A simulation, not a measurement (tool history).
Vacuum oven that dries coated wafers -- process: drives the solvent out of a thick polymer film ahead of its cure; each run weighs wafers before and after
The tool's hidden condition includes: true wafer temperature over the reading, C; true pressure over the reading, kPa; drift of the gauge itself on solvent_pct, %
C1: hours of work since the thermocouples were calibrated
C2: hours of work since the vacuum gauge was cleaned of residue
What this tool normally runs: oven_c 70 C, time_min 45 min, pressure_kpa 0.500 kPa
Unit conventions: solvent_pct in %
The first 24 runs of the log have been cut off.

run 25 hour=204.9 | oven_c=78 time_min=28 pressure_kpa=1.072 | C1=625 C2=225 | solvent_pct=1.19
run 26 hour=212.6 | oven_c=78 time_min=77 pressure_kpa=1.072 | C1=631 C2=230 | solvent_pct=0.39
run 27 hour=217.7 | oven_c=70 time_min=27 pressure_kpa=0.384 | C1=635 C2=234 | solvent_pct=2.43
run 28 hour=229.3 | oven_c=58 time_min=42 pressure_kpa=0.500 | C1=643 C2=243 | solvent_pct=3.54
run 29 hour=237.2 | oven_c=84 time_min=23 pressure_kpa=0.480 | C1=649 C2=248 | solvent_pct=0.72
run 30 hour=243.4 | oven_c=65 time_min=23 pressure_kpa=0.480 | C1=654 C2=253 | solvent_pct=4.25
run 31 hour=254.8 | oven_c=65 time_min=23 pressure_kpa=0.480 | C1=662 C2=261 | solvent_pct=4.26
run 32 hour=266.9 | oven_c=65 time_min=23 pressure_kpa=0.480 | C1=671 C2=270 | solvent_pct=4.22
run 33 hour=279.7 | oven_c=72 time_min=49 pressure_kpa=0.500 | C1=680 C2=280 | solvent_pct=0.68
run 34 hour=286.0 | oven_c=70 time_min=57 pressure_kpa=0.453 | C1=685 C2=284 | solvent_pct=0.50
run 35 hour=293.0 | oven_c=70 time_min=57 pressure_kpa=0.453 | C1=690 C2=289 | solvent_pct=0.54
run 36 hour=298.3 | oven_c=56 time_min=57 pressure_kpa=0.354 | C1=694 C2=293 | solvent_pct=2.74
run 37 hour=307.3 | oven_c=56 time_min=57 pressure_kpa=0.354 | C1=701 C2=300 | solvent_pct=2.70
run 38 hour=319.5 | oven_c=71 time_min=61 pressure_kpa=0.909 | C1=710 C2=309 | solvent_pct=0.59
run 39 hour=329.5 | oven_c=71 time_min=61 pressure_kpa=0.909 | C1=717 C2=316 | solvent_pct=0.63
run 40 hour=338.7 | oven_c=66 time_min=31 pressure_kpa=0.296 | C1=724 C2=323 | solvent_pct=2.80
run 41 hour=351.3 | oven_c=70 time_min=45 pressure_kpa=1.560 | C1=733 C2=332 | solvent_pct=1.48
run 42 hour=362.7 | oven_c=70 time_min=45 pressure_kpa=1.560 | C1=741 C2=341 | solvent_pct=1.40
run 43 hour=372.8 | oven_c=70 time_min=45 pressure_kpa=1.560 | C1=749 C2=348 | solvent_pct=1.38
run 44 hour=381.2 | oven_c=70 time_min=27 pressure_kpa=0.500 | C1=755 C2=354 | solvent_pct=2.46
run 45 hour=389.3 | oven_c=56 time_min=77 pressure_kpa=0.900 | C1=761 C2=360 | solvent_pct=2.17
run 46 hour=401.2 | oven_c=56 time_min=77 pressure_kpa=0.547 | C1=770 C2=369 | solvent_pct=1.93

Branching from run 46: 4 alternative next runs. What would each branch give?
run A hour=408.0 | oven_c=56 time_min=24 pressure_kpa=0.966 | C1=775 C2=374 | solvent_pct=?
run B hour=408.0 | oven_c=57 time_min=75 pressure_kpa=0.542 | C1=775 C2=374 | solvent_pct=?
run C hour=408.0 | oven_c=61 time_min=36 pressure_kpa=0.977 | C1=775 C2=374 | solvent_pct=?
run D hour=408.0 | oven_c=82 time_min=77 pressure_kpa=0.904 | C1=775 C2=374 | solvent_pct=?

run=A solvent_pct=6.52
run=B solvent_pct=1.76
run=C solvent_pct=3.54
run=D solvent_pct=0.20
With the hidden condition removed and each run's random variation left untouched, the same runs would have given:
run=A solvent_pct=6.51
run=B solvent_pct=1.75
run=C solvent_pct=3.53
run=D solvent_pct=0.20
